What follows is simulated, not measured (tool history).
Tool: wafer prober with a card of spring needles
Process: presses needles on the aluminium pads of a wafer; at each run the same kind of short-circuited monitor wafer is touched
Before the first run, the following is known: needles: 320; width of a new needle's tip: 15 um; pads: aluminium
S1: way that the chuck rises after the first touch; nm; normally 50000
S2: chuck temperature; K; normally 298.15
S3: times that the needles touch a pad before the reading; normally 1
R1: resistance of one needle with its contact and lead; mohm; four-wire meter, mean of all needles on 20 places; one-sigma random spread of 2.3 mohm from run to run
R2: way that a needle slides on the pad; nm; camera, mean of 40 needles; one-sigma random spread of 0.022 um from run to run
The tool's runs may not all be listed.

{"run": 1, "hour": 0.0, "S1": 50000, "S2": 298.15, "S3": 1, "R1": 302, "R2": 7710}
{"hour": 3.8, "done": "tips cleaned on abrasive film"}
{"hour": 11.2, "done": "tips cleaned on abrasive film"}
{"hour": 20.4, "done": "tips cleaned on abrasive film"}
{"hour": 29.7, "done": "tips cleaned on abrasive film"}
{"hour": 38.9, "done": "tips cleaned on abrasive film"}
{"hour": 41.1, "done": "height of the first contact set anew"}
{"hour": 48.5, "done": "tips cleaned on abrasive film"}
{"hour": 55.9, "done": "tips cleaned on abrasive film"}
{"hour": 65.1, "done": "tips cleaned on abrasive film"}
{"run": 2, "hour": 68.2, "S1": 50000, "S2": 298.15, "S3": 1, "R1": 297, "R2": 7910}
{"hour": 73.8, "done": "tips cleaned on abrasive film"}
{"hour": 83.0, "done": "tips cleaned on abrasive film"}
{"hour": 92.3, "done": "tips cleaned on abrasive film"}
{"hour": 99.7, "done": "tips cleaned on abrasive film"}
{"hour": 108.9, "done": "tips cleaned on abrasive film"}
{"hour": 116.3, "done": "tips cleaned on abrasive film"}
{"hour": 125.6, "done": "tips cleaned on abrasive film"}
{"run": 3, "hour": 131.8, "S1": 50000, "S2": 298.15, "S3": 1, "R1": 319, "R2": 7820}
{"hour": 133.7, "done": "tips cleaned on abrasive film"}
{"hour": 142.9, "done": "tips cleaned on abrasive film"}
{"hour": 152.2, "done": "tips cleaned on abrasive film"}
{"hour": 159.6, "done": "tips cleaned on abrasive film"}
{"hour": 167.0, "done": "tips cleaned on abrasive film"}
{"hour": 176.3, "done": "tips cleaned on abrasive film"}
{"hour": 183.7, "done": "tips cleaned on abrasive film"}
{"hour": 192.9, "done": "tips cleaned on abrasive film"}
{"hour": 200.4, "done": "tips cleaned on abrasive film"}
{"run": 4, "hour": 203.1, "S1": 50000, "S2": 298.15, "S3": 1, "R1": 299, "R2": 7670}
{"hour": 208.7, "done": "tips cleaned on abrasive film"}
{"hour": 214.5, "done": "height of the first contact set anew"}
{"hour": 218.2, "done": "tips cleaned on abrasive film"}
{"hour": 227.5, "done": "tips cleaned on abrasive film"}
{"hour": 236.7, "done": "tips cleaned on abrasive film"}
{"hour": 244.1, "done": "tips cleaned on abrasive film"}
{"hour": 251.6, "done": "tips cleaned on abrasive film"}
{"hour": 260.8, "done": "tips cleaned on abrasive film"}
{"hour": 268.2, "done": "tips cleaned on abrasive film"}
{"hour": 275.6, "done": "tips cleaned on abrasive film"}
{"run": 5, "hour": 276.9, "S1": 50000, "S2": 298.15, "S3": 1, "R1": 274, "R2": 7790}
{"hour": 284.3, "done": "tips cleaned on abrasive film"}
{"hour": 291.8, "done": "tips cleaned on abrasive film"}
{"hour": 299.2, "done": "tips cleaned on abrasive film"}
{"hour": 308.4, "done": "tips cleaned on abrasive film"}
{"hour": 317.7, "done": "tips cleaned on abrasive film"}
{"run": 6, "hour": 319.5, "S1": 50000, "S2": 298.15, "S3": 1, "R1": 293, "R2": 7730}
{"hour": 326.9, "done": "tips cleaned on abrasive film"}
{"hour": 334.3, "done": "tips cleaned on abrasive film"}
{"hour": 343.6, "done": "tips cleaned on abrasive film"}
{"hour": 352.8, "done": "tips cleaned on abrasive film"}
{"hour": 362.1, "done": "tips cleaned on abrasive film"}
{"hour": 374.1, "done": "card fitted with new needles"}
{"hour": 381.5, "done": "tips cleaned on abrasive film"}
{"hour": 388.9, "done": "tips cleaned on abrasive film"}
{"hour": 398.2, "done": "tips cleaned on abrasive film"}
{"hour": 407.2, "done": "tips cleaned on abrasive film"}
{"run": 7, "hour": 407.2, "S1": 50000, "S2": 298.15, "S3": 1, "R1": 256, "R2": 7900}
{"hour": 414.6, "done": "tips cleaned on abrasive film"}
{"hour": 423.8, "done": "tips cleaned on abrasive film"}
{"hour": 433.1, "done": "tips cleaned on abrasive film"}
{"hour": 442.3, "done": "tips cleaned on abrasive film"}
{"hour": 449.7, "done": "tips cleaned on abrasive film"}
{"hour": 457.2, "done": "tips cleaned on abrasive film"}
{"hour": 465.8, "done": "tips cleaned on abrasive film"}
{"run": 8, "hour": 465.8, "S1": 50000, "S2": 298.15, "S3": 3, "R1": 255, "R2": 7800}
{"hour": 475.1, "done": "tips cleaned on abrasive film"}
{"hour": 482.5, "done": "tips cleaned on abrasive film"}
{"hour": 488.1, "done": "tips cleaned on abrasive film, once more"}
{"hour": 497.3, "done": "tips cleaned on abrasive film"}
{"hour": 504.8, "done": "tips cleaned on abrasive film"}
{"hour": 514.0, "done": "tips cleaned on abrasive film"}
{"hour": 523.3, "done": "tips cleaned on abrasive film"}
{"hour": 532.5, "done": "tips cleaned on abrasive film"}
{"run": 9, "hour": 539.1, "S1": 50000, "S2": 298.15, "S3": 1, "R1": 295, "R2": 7710}
{"hour": 541.0, "done": "tips cleaned on abrasive film"}
{"hour": 548.4, "done": "tips cleaned on abrasive film"}
{"hour": 548.7, "done": "height of the first contact set anew"}
{"hour": 558.0, "done": "tips cleaned on abrasive film"}
{"hour": 567.2, "done": "tips cleaned on abrasive film"}
{"hour": 576.5, "done": "tips cleaned on abrasive film"}
{"hour": 585.7, "done": "tips cleaned on abrasive film"}
{"hour": 595.0, "done": "tips cleaned on abrasive film"}
{"run": 10, "hour": 599.6, "S1": 30000, "S2": 298.15, "S3": 1, "R1": 362, "R2": 4680}
{"hour": 603.4, "done": "tips cleaned on abrasive film"}
{"hour": 610.8, "done": "tips cleaned on abrasive film"}
{"hour": 620.0, "done": "tips cleaned on abrasive film"}
{"hour": 627.5, "done": "tips cleaned on abrasive film"}
{"hour": 636.7, "done": "tips cleaned on abrasive film"}
{"hour": 644.1, "done": "tips cleaned on abrasive film"}
{"hour": 651.5, "done": "tips cleaned on abrasive film"}
{"run": 11, "hour": 658.2, "S1": 30000, "S2": 298.15, "S3": 1, "R1": 384, "R2": 4620}
{"hour": 660.1, "done": "tips cleaned on abrasive film"}
{"hour": 667.5, "done": "tips cleaned on abrasive film"}
{"hour": 676.8, "done": "tips cleaned on abrasive film"}
{"hour": 684.2, "done": "tips cleaned on abrasive film"}
{"hour": 693.4, "done": "tips cleaned on abrasive film"}
{"hour": 702.7, "done": "tips cleaned on abrasive film"}
{"hour": 711.9, "done": "tips cleaned on abrasive film"}
{"run": 12, "hour": 714.4, "S1": 30000, "S2": 348.15, "S3": 3, "R1": 310, "R2": 4460}
{"hour": 720.0, "done": "tips cleaned on abrasive film"}
{"hour": 722.2, "done": "height of the first contact set anew"}
{"hour": 727.8, "done": "tips cleaned on abrasive film"}
{"hour": 737.0, "done": "tips cleaned on abrasive film"}
{"hour": 746.3, "done": "tips cleaned on abrasive film"}
{"run": 13, "hour": 749.3, "S1": 50000, "S2": 306.15, "S3": 1, "R1": 276, "R2": 7880}
{"hour": 754.9, "done": "tips cleaned on abrasive film"}
{"hour": 762.3, "done": "tips cleaned on abrasive film"}
{"hour": 771.6, "done": "tips cleaned on abrasive film"}
{"hour": 779.0, "done": "tips cleaned on abrasive film"}
{"hour": 788.2, "done": "tips cleaned on abrasive film"}
{"hour": 797.5, "done": "tips cleaned on abrasive film"}
{"hour": 804.9, "done": "tips cleaned on abrasive film"}
{"hour": 812.4, "done": "tips cleaned on abrasive film"}
{"run": 14, "hour": 812.4, "S1": 50000, "S2": 298.15, "S3": 3, "R1": 258, "R2": 7860}
{"hour": 821.7, "done": "tips cleaned on abrasive film"}
{"hour": 829.1, "done": "tips cleaned on abrasive film"}
{"hour": 838.3, "done": "tips cleaned on abrasive film"}
{"hour": 847.6, "done": "tips cleaned on abrasive film"}
{"hour": 855.0, "done": "tips cleaned on abrasive film"}
{"hour": 862.4, "done": "tips cleaned on abrasive film"}
{"hour": 871.7, "done": "tips cleaned on abrasive film"}
{"hour": 879.2, "done": "tips cleaned on abrasive film"}
{"run": 15, "hour": 879.2, "S1": 57000, "S2": 298.15, "S3": 2, "R1": 258, "R2": 8830}
{"hour": 886.7, "done": "tips cleaned on abrasive film"}
{"hour": 894.1, "done": "tips cleaned on abrasive film"}
{"hour": 896.2, "done": "height of the first contact set anew"}
{"hour": 901.8, "done": "tips cleaned on abrasive film"}
{"hour": 911.0, "done": "tips cleaned on abrasive film"}
{"hour": 918.5, "done": "tips cleaned on abrasive film"}
{"hour": 927.7, "done": "tips cleaned on abrasive film"}
{"hour": 937.0, "done": "tips cleaned on abrasive film"}
{"hour": 944.5, "done": "tips cleaned on abrasive film"}
{"run": 16, "hour": 944.5, "S1": 57000, "S2": 298.15, "S3": 2, "R1": 256, "R2": 9020}
{"hour": 953.7, "done": "tips cleaned on abrasive film"}
{"hour": 961.1, "done": "tips cleaned on abrasive film"}
{"hour": 970.4, "done": "tips cleaned on abrasive film"}
{"hour": 979.6, "done": "tips cleaned on abrasive film"}
{"hour": 988.9, "done": "tips cleaned on abrasive film"}
{"run": 17, "hour": 995.1, "S1": 50000, "S2": 322.15, "S3": 1, "R1": 303, "R2": 7820}
{"hour": 997.1, "done": "tips cleaned on abrasive film"}
{"hour": 1006.3, "done": "tips cleaned on abrasive film"}
{"hour": 1015.6, "done": "tips cleaned on abrasive film"}
{"hour": 1024.8, "done": "tips cleaned on abrasive film"}
{"hour": 1032.2, "done": "tips cleaned on abrasive film"}
{"hour": 1041.5, "done": "tips cleaned on abrasive film"}
{"hour": 1048.9, "done": "tips cleaned on abrasive film"}
{"hour": 1058.2, "done": "tips cleaned on abrasive film"}
{"hour": 1065.6, "done": "tips cleaned on abrasive film"}
{"hour": 1069.5, "done": "height of the first contact set anew"}
{"hour": 1075.1, "done": "tips cleaned on abrasive film"}
{"run": 18, "hour": 1075.9, "S1": 59000, "S2": 322.15, "S3": 3, "R1": 264, "R2": 9330}
{"hour": 1083.3, "done": "tips cleaned on abrasive film"}
{"hour": 1090.7, "done": "tips cleaned on abrasive film"}
{"hour": 1100.0, "done": "tips cleaned on abrasive film"}
{"hour": 1109.2, "done": "tips cleaned on abrasive film"}
{"hour": 1118.5, "done": "tips cleaned on abrasive film"}
{"run": 19, "hour": 1125.4, "S1": 45000, "S2": 348.15, "S3": 2, "R1": 308, "R2": 7050}
{"hour": 1127.4, "done": "tips cleaned on abrasive film"}
{"hour": 1136.6, "done": "tips cleaned on abrasive film"}
{"hour": 1145.8, "done": "tips cleaned on abrasive film"}
{"hour": 1153.3, "done": "tips cleaned on abrasive film"}
{"hour": 1162.5, "done": "tips cleaned on abrasive film"}
{"hour": 1169.9, "done": "tips cleaned on abrasive film"}
{"run": 20, "hour": 1175.1, "S1": 45000, "S2": 330.15, "S3": 2, "R1": 300, "R2": 7020}
{"hour": 1178.9, "done": "tips cleaned on abrasive film"}
{"hour": 1186.3, "done": "tips cleaned on abrasive film"}
{"hour": 1193.7, "done": "tips cleaned on abrasive film"}
{"hour": 1203.0, "done": "tips cleaned on abrasive film"}
{"hour": 1212.2, "done": "tips cleaned on abrasive film"}
{"run": 21, "hour": 1214.3, "S1": 45000, "S2": 330.15, "S3": 2, "R1": 284, "R2": 6930}

Same runs, no hidden state in the tool, same run-to-run variation:
Hidden conditions of the tool in this case: debris on the tips, nm; way that the needles fall short of the set height, um; tips' diameter, um; drift of the gauge itself on contact_mohm, %; drift of the gauge itself on scrub_um, %.
run=1 R1=256 R2=7910
run=2 R1=253 R2=7950
run=3 R1=251 R2=7960
run=4 R1=254 R2=7940
run=5 R1=252 R2=7900
run=6 R1=256 R2=7910
run=7 R1=253 R2=7960
run=8 R1=253 R2=7950
run=9 R1=252 R2=7970
run=10 R1=269 R2=4750
run=11 R1=267 R2=4780
run=12 R1=284 R2=4720
run=13 R1=252 R2=7920
run=14 R1=255 R2=8000
run=15 R1=254 R2=9080
run=16 R1=253 R2=9100
run=17 R1=256 R2=7970
run=18 R1=259 R2=9350
run=19 R1=273 R2=7120
run=20 R1=265 R2=7170
run=21 R1=264 R2=7160
